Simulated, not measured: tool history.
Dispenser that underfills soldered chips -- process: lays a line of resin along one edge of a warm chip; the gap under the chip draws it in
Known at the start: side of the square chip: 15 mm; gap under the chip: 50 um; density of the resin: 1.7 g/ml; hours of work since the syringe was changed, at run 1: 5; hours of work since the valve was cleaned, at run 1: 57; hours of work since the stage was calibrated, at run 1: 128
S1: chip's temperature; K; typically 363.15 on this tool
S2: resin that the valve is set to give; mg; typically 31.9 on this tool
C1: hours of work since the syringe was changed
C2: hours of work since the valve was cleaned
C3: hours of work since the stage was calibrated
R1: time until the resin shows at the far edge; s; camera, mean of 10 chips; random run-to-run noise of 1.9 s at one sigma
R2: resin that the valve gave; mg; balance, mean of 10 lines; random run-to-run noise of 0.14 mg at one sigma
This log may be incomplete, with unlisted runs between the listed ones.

run   hour      S1    S2  C1   C2   C3     R1     R2
  1    0.0  363.15  31.9   5   57  128  283.6  30.26
  2    3.6  363.15  31.9   7   59  130  332.5  30.66
  3    7.6  363.15  31.9  10   62  133  400.2  30.38
       8.3  -- new syringe of resin
  4   11.4  363.15  31.9   2   64  135  220.6  30.14
  5   15.5  363.15  30.3   5   66  138  270.2  28.38
  6   19.4  363.15  31.9   7   69  140  318.3  29.85
  7   24.1  363.15  31.9  10   72  143  399.3  29.83
      24.7  -- new syringe of resin
  8   27.6  363.15  31.9   2   74  145  223.4  29.93
  9   31.8  363.15  31.9   4   76  147  274.7  29.96
 10   34.2  363.15  31.9   6   78  149  302.5  29.89
 11   36.3  363.15  31.9   7   79  150  344.3  29.86
      41.1  -- new syringe of resin
 12   41.1  363.15  31.9   0   82  153  194.3  29.73
 13   45.8  363.15  31.9   3   85  156  239.9  29.61
 14   48.8  356.15  31.9   5   87  158  363.2  29.71
 15   53.0  356.15  31.9   7   89  161  439.3  29.64
      57.3  -- new syringe of resin
 16   58.3  356.15  31.9   1   93  164  266.2  29.21
 17   63.0  363.15  39.0   4   96  167  256.2  35.96
 18   67.9  363.15  39.0   7   99  170  313.5  35.90
 19   71.7  363.15  39.0   9  101  172  380.5  35.86
      73.5  -- new syringe of resin
 20   76.4  363.15  39.1   2  104  175  218.7  35.99
 21   79.2  374.15  27.3   4  105  177  184.2  24.77
 22   82.4  363.15  29.2   6  107  178  300.1  26.63
 23   86.8  369.15  29.8   8  110  181  302.2  26.95
 24   89.0  375.15  35.7  10  112  183  266.6  32.36
      89.8  -- new syringe of resin
 25   93.8  373.15  33.9   2  114  185  163.1  30.80
 26   96.2  363.15  38.6   4  116  187  261.4  34.83
 27  101.1  363.15  38.6   7  119  190  333.8  34.86
 28  103.6  374.15  32.1   9  120  191  262.9  29.00
     106.1  -- new syringe of resin
 29  107.0  362.15  32.1   1  122  193  212.7  29.05
 30  110.3  369.15  38.7   3  124  195  192.8  34.90
 31  112.7  350.15  38.7   4  126  197  432.0  34.80
 32  114.7  376.15  37.4   5  127  198  187.5  33.90
 33  119.6  365.15  30.0   8  130  201  349.2  26.96
     122.4  -- new syringe of resin
 34  122.8  350.15  40.4   0  132  203  316.1  36.30
 35  127.8  349.15  31.0   3  135  206  423.3  27.61
     131.2  -- dispensing valve cleaned and set on the balance
 36  132.6  358.15  40.7   6    1  209  355.0  40.83

Per-run results on a tool with no hidden state, each run keeping its own random variation:
What the log doesn't record here: resin's viscosity, % of fresh resin's; dose that the valve gives, % of what is set; true chip temperature over the reading, C; drift of the gauge itself on fill_s, %; drift of the gauge itself on given_mg, %.
run     R1     R2
  1  188.4  31.78
  2  187.1  32.26
  3  186.6  32.03
  4  187.4  31.83
  5  189.4  30.04
  6  186.3  31.66
  7  187.6  31.72
  8  187.3  31.87
  9  188.8  31.97
 10  186.3  31.94
 11  192.1  31.94
 12  186.9  31.88
 13  185.4  31.82
 14  243.3  31.98
 15  241.7  31.97
 16  240.4  31.59
 17  187.2  38.99
 18  182.2  39.03
 19  186.1  39.06
 20  181.5  39.30
 21  132.1  27.10
 22  186.0  29.17
 23  153.0  29.60
 24  123.0  35.57
 25  128.6  33.94
 26  184.8  38.44
 27  187.7  38.57
 28  131.3  32.14
 29  193.1  32.23
 30  151.7  38.79
 31  302.3  38.74
 32  119.8  37.78
 33  175.2  30.12
 34  296.1  40.62
 35  309.1  30.98
 36  221.8  40.67
